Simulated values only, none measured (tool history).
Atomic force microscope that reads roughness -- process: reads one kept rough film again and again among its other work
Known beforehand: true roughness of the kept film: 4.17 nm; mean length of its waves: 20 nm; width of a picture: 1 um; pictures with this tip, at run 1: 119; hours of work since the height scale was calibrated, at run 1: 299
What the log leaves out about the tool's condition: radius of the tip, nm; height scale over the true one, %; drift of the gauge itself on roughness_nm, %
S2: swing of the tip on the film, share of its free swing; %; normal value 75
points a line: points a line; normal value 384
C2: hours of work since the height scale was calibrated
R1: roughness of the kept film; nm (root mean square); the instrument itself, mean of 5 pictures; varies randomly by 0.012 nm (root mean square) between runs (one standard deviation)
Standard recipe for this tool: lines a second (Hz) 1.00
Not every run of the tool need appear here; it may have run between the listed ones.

run 1 hour=0.0 | lines_a_second_(Hz)=1.00 S2=75 points_a_line=384 | pictures_with_this_tip=119 C2=299 | R1=2.207
run 2 hour=41.0 | lines_a_second_(Hz)=1.00 S2=75 points_a_line=384 | pictures_with_this_tip=152 C2=318 | R1=2.114
run 3 hour=73.9 | lines_a_second_(Hz)=1.00 S2=75 points_a_line=384 | pictures_with_this_tip=178 C2=334 | R1=2.017
-- hour=80.8 new tip fitted
run 4 hour=103.2 | lines_a_second_(Hz)=1.00 S2=75 points_a_line=384 | pictures_with_this_tip=18 C2=347 | R1=2.720
run 5 hour=123.9 | lines_a_second_(Hz)=1.00 S2=75 points_a_line=384 | pictures_with_this_tip=34 C2=357 | R1=2.620
run 6 hour=157.1 | lines_a_second_(Hz)=1.00 S2=75 points_a_line=384 | pictures_with_this_tip=61 C2=373 | R1=2.508
run 7 hour=193.0 | lines_a_second_(Hz)=1.00 S2=75 points_a_line=956 | pictures_with_this_tip=90 C2=390 | R1=2.398
run 8 hour=217.8 | lines_a_second_(Hz)=1.00 S2=75 points_a_line=956 | pictures_with_this_tip=109 C2=401 | R1=2.337
run 9 hour=241.5 | lines_a_second_(Hz)=1.00 S2=75 points_a_line=384 | pictures_with_this_tip=128 C2=413 | R1=2.218
run 10 hour=278.9 | lines_a_second_(Hz)=1.00 S2=75 points_a_line=384 | pictures_with_this_tip=158 C2=430 | R1=2.131
run 11 hour=299.7 | lines_a_second_(Hz)=1.00 S2=90 points_a_line=384 | pictures_with_this_tip=175 C2=440 | R1=2.032
-- hour=310.1 new tip fitted
run 12 hour=319.2 | lines_a_second_(Hz)=1.00 S2=90 points_a_line=384 | pictures_with_this_tip=7 C2=449 | R1=2.681
run 13 hour=353.6 | lines_a_second_(Hz)=2.93 S2=75 points_a_line=384 | pictures_with_this_tip=34 C2=465 | R1=2.499
run 14 hour=377.2 | lines_a_second_(Hz)=2.93 S2=75 points_a_line=384 | pictures_with_this_tip=53 C2=476 | R1=2.396
run 15 hour=400.5 | lines_a_second_(Hz)=1.00 S2=75 points_a_line=883 | pictures_with_this_tip=72 C2=487 | R1=2.460
run 16 hour=434.4 | lines_a_second_(Hz)=1.00 S2=75 points_a_line=883 | pictures_with_this_tip=99 C2=503 | R1=2.359
run 17 hour=464.8 | lines_a_second_(Hz)=1.00 S2=75 points_a_line=883 | pictures_with_this_tip=123 C2=518 | R1=2.251
run 18 hour=486.7 | lines_a_second_(Hz)=1.00 S2=75 points_a_line=368 | pictures_with_this_tip=141 C2=528 | R1=2.153
run 19 hour=507.4 | lines_a_second_(Hz)=1.00 S2=75 points_a_line=368 | pictures_with_this_tip=157 C2=538 | R1=2.120
run 20 hour=532.1 | lines_a_second_(Hz)=1.00 S2=75 points_a_line=368 | pictures_with_this_tip=177 C2=550 | R1=2.068
-- hour=541.7 new tip fitted
run 21 hour=564.2 | lines_a_second_(Hz)=1.00 S2=75 points_a_line=384 | pictures_with_this_tip=18 C2=565 | R1=2.705
run 22 hour=601.3 | lines_a_second_(Hz)=1.00 S2=67 points_a_line=384 | pictures_with_this_tip=48 C2=582 | R1=2.540
run 23 hour=638.1 | lines_a_second_(Hz)=1.00 S2=59 points_a_line=384 | pictures_with_this_tip=77 C2=599 | R1=2.449
run 24 hour=677.2 | lines_a_second_(Hz)=1.00 S2=75 points_a_line=384 | pictures_with_this_tip=108 C2=618 | R1=2.291
run 25 hour=700.1 | lines_a_second_(Hz)=2.30 S2=75 points_a_line=384 | pictures_with_this_tip=127 C2=629 | R1=2.150
run 26 hour=724.1 | lines_a_second_(Hz)=2.10 S2=75 points_a_line=384 | pictures_with_this_tip=146 C2=640 | R1=2.092
run 27 hour=751.4 | lines_a_second_(Hz)=2.10 S2=75 points_a_line=384 | pictures_with_this_tip=167 C2=653 | R1=2.038
-- hour=773.9 new tip fitted
run 28 hour=774.7 | lines_a_second_(Hz)=0.67 S2=73 points_a_line=747 | pictures_with_this_tip=1 C2=664 | R1=2.778
run 29 hour=810.8 | lines_a_second_(Hz)=0.67 S2=59 points_a_line=398 | pictures_with_this_tip=29 C2=681 | R1=2.636
run 30 hour=835.8 | lines_a_second_(Hz)=0.67 S2=72 points_a_line=824 | pictures_with_this_tip=49 C2=692 | R1=2.541
run 31 hour=876.5 | lines_a_second_(Hz)=1.00 S2=87 points_a_line=266 | pictures_with_this_tip=82 C2=712 | R1=2.275
run 32 hour=903.1 | lines_a_second_(Hz)=1.00 S2=87 points_a_line=266 | pictures_with_this_tip=103 C2=724 | R1=2.201
run 33 hour=942.4 | lines_a_second_(Hz)=1.00 S2=87 points_a_line=266 | pictures_with_this_tip=135 C2=743 | R1=2.070
run 34 hour=980.9 | lines_a_second_(Hz)=1.00 S2=57 points_a_line=384 | pictures_with_this_tip=165 C2=761 | R1=2.071
-- hour=1004.1 new tip fitted
run 35 hour=1014.9 | lines_a_second_(Hz)=1.00 S2=57 points_a_line=384 | pictures_with_this_tip=9 C2=777 | R1=2.780
run 36 hour=1048.1 | lines_a_second_(Hz)=2.04 S2=72 points_a_line=384 | pictures_with_this_tip=35 C2=792 | R1=2.581
run 37 hour=1071.4 | lines_a_second_(Hz)=2.04 S2=72 points_a_line=384 | pictures_with_this_tip=54 C2=803 | R1=2.496
run 38 hour=1101.4 | lines_a_second_(Hz)=2.34 S2=85 points_a_line=766 | pictures_with_this_tip=78 C2=818 | R1=2.312
run 39 hour=1141.1 | lines_a_second_(Hz)=1.00 S2=75 points_a_line=319 | pictures_with_this_tip=110 C2=836 | R1=2.281
run 40 hour=1178.6 | lines_a_second_(Hz)=0.51 S2=74 points_a_line=269 | pictures_with_this_tip=140 C2=854 | R1=2.160
run 41 hour=1219.6 | lines_a_second_(Hz)=1.37 S2=63 points_a_line=581 | pictures_with_this_tip=172 C2=873 | R1=2.102
-- hour=1233.0 new tip fitted
run 42 hour=1247.4 | lines_a_second_(Hz)=1.26 S2=81 points_a_line=384 | pictures_with_this_tip=11 C2=886 | R1=2.647
run 43 hour=1285.2 | lines_a_second_(Hz)=1.26 S2=57 points_a_line=455 | pictures_with_this_tip=41 C2=904 | R1=2.593
run 44 hour=1316.7 | lines_a_second_(Hz)=1.26 S2=57 points_a_line=455 | pictures_with_this_tip=66 C2=919 | R1=2.468
run 45 hour=1354.3 | lines_a_second_(Hz)=2.89 S2=57 points_a_line=874 | pictures_with_this_tip=96 C2=937 | R1=2.348
run 46 hour=1374.4 | lines_a_second_(Hz)=2.89 S2=57 points_a_line=874 | pictures_with_this_tip=113 C2=946 | R1=2.281
run 47 hour=1400.2 | lines_a_second_(Hz)=2.43 S2=72 points_a_line=290 | pictures_with_this_tip=133 C2=958 | R1=2.088
run 48 hour=1417.9 | lines_a_second_(Hz)=2.43 S2=72 points_a_line=290 | pictures_with_this_tip=147 C2=967 | R1=2.045
run 49 hour=1442.4 | lines_a_second_(Hz)=0.62 S2=69 points_a_line=760 | pictures_with_this_tip=167 C2=978 | R1=2.106
-- hour=1464.5 new tip fitted
run 50 hour=1484.8 | lines_a_second_(Hz)=1.00 S2=89 points_a_line=427 | pictures_with_this_tip=16 C2=998 | R1=2.657
run 51 hour=1511.6 | lines_a_second_(Hz)=3.93 S2=89 points_a_line=427 | pictures_with_this_tip=38 C2=1011 | R1=2.276
run 52 hour=1549.4 | lines_a_second_(Hz)=3.93 S2=89 points_a_line=427 | pictures_with_this_tip=68 C2=1029 | R1=2.141

Below, some changes in R1 between adjacent runs. For each, the amount present without the hidden state too (settings, incoming material, random variation) and the amount remaining for the hidden state with gauge scatter not shared by both compared results:
Run 3 -> 4: new tip fitted. R1 +0.703 nm (root mean square): hidden state +0.679, all else +0.024.
Run 27 -> 28: lines a second (Hz) 2.10 -> 0.67, S2 75 -> 73, points a line 384 -> 747, new tip fitted. R1 +0.740 nm (root mean square): hidden state +0.606, all else +0.134.
Run 34 -> 35: new tip fitted. R1 +0.709 nm (root mean square): hidden state +0.703, all else +0.006.
Run 49 -> 50: lines a second (Hz) 0.62 -> 1.00, S2 69 -> 89, points a line 760 -> 427, new tip fitted. R1 +0.551 nm (root mean square): hidden state +0.680, all else -0.129.
